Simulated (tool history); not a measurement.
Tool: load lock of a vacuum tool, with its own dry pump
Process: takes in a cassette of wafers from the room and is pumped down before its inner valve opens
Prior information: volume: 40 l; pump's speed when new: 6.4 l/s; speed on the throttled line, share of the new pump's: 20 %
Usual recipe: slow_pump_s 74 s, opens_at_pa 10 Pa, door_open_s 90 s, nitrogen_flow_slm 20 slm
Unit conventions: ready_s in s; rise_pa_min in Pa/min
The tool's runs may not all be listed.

run,hour,slow_pump_s,opens_at_pa,door_open_s,nitrogen_flow_slm,"incoming humidity of the room's air, %",ready_s,rise_pa_min
1,0,74,10,90,20,42.9,115.8,0.054
2,204.6,74,10,90,20,43.3,115.6,0.049
3,467.8,74,10,90,20,46,117.6,0.055
# hour 750.2: door's seal changed, seat wiped
4,788.5,74,10,90,20,47.7,116.4,0.053
5,972.1,74,8,90,20,43.7,120,0.042
6,1273.2,74,8,90,20,46.6,118.9,0.056
7,1500.1,74,9,90,20,45,117.2,0.043
8,1773.5,74,10,90,20,49,117.7,0.058
9,1982.6,74,10,90,20,42.9,116.1,0.051
10,2295.3,74,10,90,20,45.4,116.8,0.055
11,2452.1,74,10,90,20,47.6,117,0.055
12,2623.2,74,10,90,20,44.5,116.7,0.05
13,2922.1,74,10,90,20,45.5,117,0.049
14,3125.6,74,10,90,20,42.4,117.1,0.051
15,3422.6,74,10,90,20,44.1,118.4,0.056
16,3661.4,74,10,90,20,49.1,117.3,0.059
17,3897.8,74,10,90,20,46.7,116.8,0.051
18,4122.4,74,10,90,20,46.8,117.4,0.049
19,4383.7,74,10,90,20,46.8,117.1,0.054
20,4664.2,74,10,90,14,47.7,118.7,0.063
21,4864.1,74,10,80,14,45.5,116.2,0.054
22,5112.4,45,10,78,19,46.5,94.7,0.05
23,5282,62,10,27,6,47.1,107.3,0.043
24,5436.3,62,12,118,6,46.7,105.8,0.08
25,5624.4,65,13,134,38,40.7,109,0.046
26,5872.1,49,13,25,4,44,95,0.047
27,6031.2,49,13,124,7,47.3,94.4,0.082
28,6250.2,41,13,124,6,45.4,89.6,0.084
29,6467.9,61,12,123,5,44.2,103.6,0.085
30,6707.3,87,10,90,21,42.3,125.8,0.042
31,6904.6,138,13,90,21,44.8,166.2,0.049
32,7082.1,74,12,30,14,42.9,115.9,0.038
33,7326,74,11,56,28,47.3,116.6,0.033
34,7605.1,74,12,56,28,44.2,115.6,0.038
35,7760.8,80,10,90,20,42.5,122.7,0.048
36,7968.5,80,10,90,20,45.7,122.9,0.053
37,8261.8,47,9,90,20,46.9,96.1,0.051
38,8531.1,47,11,90,42,42.6,93.7,0.033

Here are 3 independent what-if runs from the current tool condition. What would each one return?
A,8754.7,37,11,90,7,42.8,?,?
B,8754.7,79,10,77,20,42.5,?,?
C,8754.7,83,10,90,20,44.4,?,?

run,ready_s,rise_pa_min
A,86.8,0.066
B,120,0.047
C,123.9,0.051
Without the tool's hidden state the same runs would have given:
run,ready_s,rise_pa_min
A,86.8,0.065
B,119.9,0.046
C,123.9,0.05
